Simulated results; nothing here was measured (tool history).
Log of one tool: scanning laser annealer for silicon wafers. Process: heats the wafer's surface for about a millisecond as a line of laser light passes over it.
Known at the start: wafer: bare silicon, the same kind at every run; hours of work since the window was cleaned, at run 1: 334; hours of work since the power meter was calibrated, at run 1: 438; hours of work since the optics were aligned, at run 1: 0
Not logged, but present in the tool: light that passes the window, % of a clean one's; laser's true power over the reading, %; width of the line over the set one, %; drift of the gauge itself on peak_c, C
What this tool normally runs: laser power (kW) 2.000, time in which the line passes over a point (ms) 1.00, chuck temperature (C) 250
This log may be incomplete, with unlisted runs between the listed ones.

run,day,laser power (kW),time in which the line passes over a point (ms),chuck temperature (C),hours of work since the window was cleaned,hours of work since the power meter was calibrated,hours of work since the optics were aligned,highest temperature of the surface (C)
1,0.000,2.000,1.00,250,334,438,0,1035
2,1.450,1.876,1.00,250,349,453,15,968
3,3.475,1.876,1.00,250,370,474,36,973
4,6.700,1.876,1.00,250,403,508,69,968
5,8.275,2.060,1.00,250,420,524,86,1063
6,9.825,1.955,1.00,250,436,540,102,1008
7,11.779,1.955,1.00,250,456,560,122,1009
8,13.633,1.955,1.00,250,475,579,141,1006
9,15.204,1.955,1.00,250,491,595,157,1006
10,17.650,1.955,1.00,250,517,621,183,1006
11,20.204,2.000,1.00,250,543,647,209,1027
12,22.608,2.000,1.00,250,568,672,234,1025
13,24.650,2.029,1.00,250,589,693,255,1041
14,27.708,2.029,1.00,250,621,725,287,1037
15,30.429,2.000,1.00,250,649,753,315,1023
16,33.025,2.000,1.00,250,676,780,342,1024
17,35.596,2.000,1.00,250,702,806,368,1023
18,37.750,2.000,1.00,250,725,829,391,1020
19,41.142,2.000,1.00,250,760,864,426,1021
20,44.171,2.000,1.00,250,791,895,457,1016
# day 45.192: window over the wafer cleaned
21,46.629,1.962,0.96,250,15,920,482,1001
22,49.675,1.739,1.09,261,46,951,513,943
23,52.462,1.915,1.00,257,75,980,542,999
# day 52.896: optics aligned, line set to its width
24,55.317,1.771,0.90,250,103,1007,25,883
25,57.658,1.771,0.90,250,127,1032,49,885
26,59.600,1.771,0.90,250,147,1052,69,883
27,61.817,1.771,0.90,250,170,1075,92,883
28,64.150,1.771,0.83,256,194,1099,116,865
29,65.850,1.898,0.83,256,212,1116,134,922
# day 66.258: optics aligned, line set to its width, once more
30,67.446,1.898,0.83,256,226,1131,12,933
31,68.854,1.789,1.22,231,241,1145,27,978
32,72.238,1.866,1.05,267,275,1180,62,1005
33,73.633,1.866,1.05,267,290,1195,76,1003
34,75.217,1.866,1.05,267,306,1211,93,1001
35,78.100,2.170,0.84,274,336,1241,123,1076
36,80.771,2.170,0.84,274,364,1269,150,1074
37,83.088,2.018,1.00,250,388,1293,174,1042
38,85.979,2.018,1.00,250,418,1323,204,1039
39,89.225,2.012,1.00,250,451,1356,238,1037
40,92.317,2.000,0.71,250,483,1388,270,911

5 ways to go on from here, each from the tool as it stands after run 40. What would each give?
A,94.329,1.788,0.72,216,504,1409,290,?
B,94.329,1.846,1.00,260,504,1409,290,?
C,94.329,1.800,1.00,250,504,1409,290,?
D,94.329,2.167,0.87,250,504,1409,290,?
E,94.329,1.936,0.81,211,504,1409,290,?

run,highest temperature of the surface (C)
A,795
B,963
C,928
D,1058
E,882
Had the tool no hidden state, the same runs would have come out as:
run,highest temperature of the surface (C)
A,804
B,975
C,939
D,1070
E,893

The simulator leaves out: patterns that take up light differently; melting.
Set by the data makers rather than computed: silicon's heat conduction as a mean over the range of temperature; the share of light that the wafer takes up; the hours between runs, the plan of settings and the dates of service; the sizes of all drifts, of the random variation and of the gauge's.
